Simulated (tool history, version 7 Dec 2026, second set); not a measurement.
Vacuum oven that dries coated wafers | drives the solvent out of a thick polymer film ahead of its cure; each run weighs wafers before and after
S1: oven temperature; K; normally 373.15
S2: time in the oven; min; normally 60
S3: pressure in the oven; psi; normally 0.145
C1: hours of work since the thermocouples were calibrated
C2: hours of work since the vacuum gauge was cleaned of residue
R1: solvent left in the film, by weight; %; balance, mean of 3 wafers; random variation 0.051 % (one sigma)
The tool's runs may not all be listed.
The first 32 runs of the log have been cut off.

-- day=11.933 oven's thermocouples calibrated, once more
run 33 day=12.108 | S1=373.15 S2=33 S3=0.145 | C1=3 C2=585 | R1=2.95
run 34 day=12.621 | S1=380.15 S2=61 S3=0.161 | C1=12 C2=593 | R1=0.61
run 35 day=12.954 | S1=380.15 S2=61 S3=0.437 | C1=18 C2=599 | R1=1.37
run 36 day=13.521 | S1=380.15 S2=61 S3=0.437 | C1=28 C2=609 | R1=1.50
run 37 day=13.908 | S1=380.15 S2=61 S3=0.437 | C1=34 C2=616 | R1=1.42
run 38 day=14.454 | S1=373.15 S2=60 S3=0.419 | C1=44 C2=625 | R1=2.24
run 39 day=15.025 | S1=387.15 S2=45 S3=0.522 | C1=54 C2=635 | R1=1.34
run 40 day=15.508 | S1=374.15 S2=60 S3=0.157 | C1=62 C2=644 | R1=1.10
run 41 day=15.812 | S1=377.15 S2=60 S3=0.238 | C1=68 C2=649 | R1=1.19

Forecast each of these 4 alternatives for the next run:
run A day=16.254 | S1=369.15 S2=60 S3=0.145 | C1=75 C2=657 | R1=?
run B day=16.254 | S1=367.15 S2=47 S3=0.238 | C1=75 C2=657 | R1=?
run C day=16.254 | S1=373.15 S2=68 S3=0.238 | C1=75 C2=657 | R1=?
run D day=16.254 | S1=377.15 S2=37 S3=0.528 | C1=75 C2=657 | R1=?

run=A R1=1.88
run=B R1=3.76
run=C R1=1.41
run=D R1=2.74
Take away the tool's hidden state, keep each run's random variation, and the runs would have read:
run=A R1=1.83
run=B R1=3.74
run=C R1=1.35
run=D R1=2.72
